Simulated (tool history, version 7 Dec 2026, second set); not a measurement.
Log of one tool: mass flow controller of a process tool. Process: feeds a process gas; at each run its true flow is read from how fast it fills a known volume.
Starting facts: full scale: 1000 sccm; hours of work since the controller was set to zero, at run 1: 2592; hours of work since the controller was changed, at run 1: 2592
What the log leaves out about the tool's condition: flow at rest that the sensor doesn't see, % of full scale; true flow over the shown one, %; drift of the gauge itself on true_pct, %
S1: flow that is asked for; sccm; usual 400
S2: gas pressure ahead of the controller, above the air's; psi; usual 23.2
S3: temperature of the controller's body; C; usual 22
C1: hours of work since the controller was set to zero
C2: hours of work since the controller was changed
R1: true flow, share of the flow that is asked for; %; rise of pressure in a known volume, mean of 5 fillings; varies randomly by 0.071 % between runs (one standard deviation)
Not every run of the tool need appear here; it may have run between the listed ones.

run,hour,S1,S2,S3,C1,C2,R1
1,0,400,23.2,22,2592,2592,101.01
2,245,400,23.2,22,2757,2757,101.1
3,461.5,400,23.2,30,2903,2903,100.45
4,707.1,400,23.2,22,3068,3068,101.26
5,1002,400,23.2,22,3266,3266,101.32
6,1441.9,400,23.2,26,3562,3562,101.02
7,1634,400,23.2,22,3692,3692,101.42
# hour 1676.3: controller's zero set anew
8,1863.5,400,23.2,22,126,3846,101.84
9,2283.5,400,23.2,24,409,4129,101.65
10,2525.6,400,23.2,22,572,4292,101.92
11,2983.9,400,23.2,22,880,4600,102.13
12,3228.6,317,23.2,22,1045,4765,102.56
13,3513.9,317,23.2,22,1237,4957,102.65
# hour 3726.4: controller's zero set anew, once more
14,3780.8,597,38.7,35,37,5136,99.14
15,4009.1,630,29.6,22,190,5290,100.46
16,4328.3,630,29.6,22,405,5505,100.57
17,4722.1,358,27.4,22,670,5770,100.63
18,5099.5,196,30.5,22,924,6024,100.71
19,5391.5,196,30.5,22,1121,6220,101.03
20,5816.5,196,30.5,22,1407,6506,101.22
21,6194.4,196,30.5,23,1661,6761,101.26
22,6468.9,196,30.5,23,1846,6946,101.24
23,6706.3,196,30.5,23,2006,7105,101.47
24,6993.8,196,30.5,23,2199,7299,101.83
25,7418.5,400,21.9,22,2485,7585,101.37

Predict each of these 4 candidate next runs independently; none follows another, all start after run 25:
A,7745.8,248,22.2,28,2706,7805,?
B,7745.8,469,21.9,35,2706,7805,?
C,7745.8,400,23.2,35,2706,7805,?
D,7745.8,656,21.2,25,2706,7805,?

run,R1
A,101.59
B,100.48
C,100.45
D,101.17
Had the tool no hidden state, the same runs would have come out as:
run,R1
A,99.3
B,98.89
C,98.73
D,99.81
